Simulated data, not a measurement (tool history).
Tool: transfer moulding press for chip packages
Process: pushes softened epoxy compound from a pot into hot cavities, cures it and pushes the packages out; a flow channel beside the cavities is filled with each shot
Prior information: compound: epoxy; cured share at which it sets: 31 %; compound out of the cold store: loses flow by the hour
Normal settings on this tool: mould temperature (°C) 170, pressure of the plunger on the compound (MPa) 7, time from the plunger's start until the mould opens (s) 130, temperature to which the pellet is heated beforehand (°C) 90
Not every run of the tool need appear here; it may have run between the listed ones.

run,hour,mould temperature (°C),pressure of the plunger on the compound (MPa),time from the plunger's start until the mould opens (s),temperature to which the pellet is heated beforehand (°C),incoming compound's hours out of the cold store,length that the compound runs in the flow channel (mm),greatest force on the pins that push the packages out (N)
1,0,170,7,130,90,14.9,891,357
2,6.4,170,7,130,90,32.3,832,355
3,15.3,170,7,130,90,15.4,905,354
4,20,170,7,130,90,41.6,801,348
5,27.9,170,7,130,90,25.4,849,355
# hour 32.9: plunger's sealing rings changed
6,39.7,170,7,130,90,24,872,368
7,46.9,170,7.34,130,90,22.7,871,356

What does the tool deliver on the next run?
8,53.5,170,7.34,130,90,15.9,?,?

{"run 8": {"length that the compound runs in the flow channel (mm)": 915, "greatest force on the pins that push the packages out (N)": 371}}
Minus the tool's unlogged condition, the same run would have read length that the compound runs in the flow channel (mm) 915, greatest force on the pins that push the packages out (N) 364.
